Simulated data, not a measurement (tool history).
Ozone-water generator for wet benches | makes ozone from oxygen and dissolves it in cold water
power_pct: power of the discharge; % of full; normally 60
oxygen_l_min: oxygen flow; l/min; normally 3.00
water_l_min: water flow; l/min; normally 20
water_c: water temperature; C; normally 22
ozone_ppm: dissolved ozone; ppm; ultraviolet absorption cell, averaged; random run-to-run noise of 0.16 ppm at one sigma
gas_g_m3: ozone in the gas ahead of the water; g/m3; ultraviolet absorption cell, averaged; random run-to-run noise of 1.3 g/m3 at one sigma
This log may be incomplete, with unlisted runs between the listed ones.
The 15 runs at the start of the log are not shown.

run 16 hour=515.2 | power_pct=60 oxygen_l_min=3.00 water_l_min=20 water_c=22 | ozone_ppm=19.5 gas_g_m3=243.3
run 17 hour=570.0 | power_pct=86 oxygen_l_min=3.00 water_l_min=20 water_c=22 | ozone_ppm=26.1 gas_g_m3=327.2
run 18 hour=613.5 | power_pct=86 oxygen_l_min=3.00 water_l_min=20 water_c=22 | ozone_ppm=26.2 gas_g_m3=329.1
run 19 hour=657.2 | power_pct=40 oxygen_l_min=2.91 water_l_min=20 water_c=22 | ozone_ppm=13.7 gas_g_m3=175.0
run 20 hour=690.6 | power_pct=41 oxygen_l_min=1.51 water_l_min=20 water_c=22 | ozone_ppm=10.7 gas_g_m3=218.2
run 21 hour=717.3 | power_pct=41 oxygen_l_min=1.51 water_l_min=23 water_c=15 | ozone_ppm=9.5 gas_g_m3=218.0
run 22 hour=746.8 | power_pct=41 oxygen_l_min=1.51 water_l_min=23 water_c=15 | ozone_ppm=9.7 gas_g_m3=218.2
run 23 hour=774.3 | power_pct=41 oxygen_l_min=1.51 water_l_min=23 water_c=15 | ozone_ppm=9.4 gas_g_m3=215.4
run 24 hour=831.2 | power_pct=46 oxygen_l_min=4.25 water_l_min=13 water_c=17 | ozone_ppm=25.6 gas_g_m3=174.2
run 25 hour=880.5 | power_pct=60 oxygen_l_min=3.00 water_l_min=14 water_c=25 | ozone_ppm=25.1 gas_g_m3=244.2
run 26 hour=933.7 | power_pct=59 oxygen_l_min=2.66 water_l_min=23 water_c=22 | ozone_ppm=15.9 gas_g_m3=247.7
run 27 hour=965.5 | power_pct=60 oxygen_l_min=3.00 water_l_min=17 water_c=21 | ozone_ppm=22.4 gas_g_m3=242.3
run 28 hour=990.4 | power_pct=71 oxygen_l_min=2.75 water_l_min=17 water_c=19 | ozone_ppm=25.7 gas_g_m3=285.4
run 29 hour=1018.5 | power_pct=71 oxygen_l_min=2.75 water_l_min=17 water_c=19 | ozone_ppm=25.6 gas_g_m3=285.0
run 30 hour=1057.5 | power_pct=49 oxygen_l_min=1.73 water_l_min=20 water_c=15 | ozone_ppm=13.9 gas_g_m3=242.3
run 31 hour=1101.2 | power_pct=60 oxygen_l_min=3.19 water_l_min=20 water_c=22 | ozone_ppm=19.7 gas_g_m3=238.0
run 32 hour=1146.5 | power_pct=60 oxygen_l_min=4.33 water_l_min=20 water_c=22 | ozone_ppm=21.9 gas_g_m3=216.5
run 33 hour=1172.2 | power_pct=43 oxygen_l_min=3.60 water_l_min=17 water_c=25 | ozone_ppm=17.1 gas_g_m3=173.3

Here are 4 independent what-if runs from the current tool condition. What would each one return?
run A hour=1213.3 | power_pct=98 oxygen_l_min=3.94 water_l_min=23 water_c=25 | ozone_ppm=? gas_g_m3=?
run B hour=1213.3 | power_pct=49 oxygen_l_min=3.00 water_l_min=20 water_c=22 | ozone_ppm=? gas_g_m3=?
run C hour=1213.3 | power_pct=45 oxygen_l_min=4.67 water_l_min=17 water_c=24 | ozone_ppm=? gas_g_m3=?
run D hour=1213.3 | power_pct=92 oxygen_l_min=3.00 water_l_min=23 water_c=22 | ozone_ppm=? gas_g_m3=?

run=A ozone_ppm=27.1 gas_g_m3=333.1
run=B ozone_ppm=16.5 gas_g_m3=203.5
run=C ozone_ppm=19.0 gas_g_m3=165.9
run=D ozone_ppm=24.2 gas_g_m3=343.4
With no hidden state in the tool, these same runs would have given:
run=A ozone_ppm=27.8 gas_g_m3=336.5
run=B ozone_ppm=16.8 gas_g_m3=204.6
run=C ozone_ppm=19.4 gas_g_m3=166.7
run=D ozone_ppm=24.9 gas_g_m3=346.8

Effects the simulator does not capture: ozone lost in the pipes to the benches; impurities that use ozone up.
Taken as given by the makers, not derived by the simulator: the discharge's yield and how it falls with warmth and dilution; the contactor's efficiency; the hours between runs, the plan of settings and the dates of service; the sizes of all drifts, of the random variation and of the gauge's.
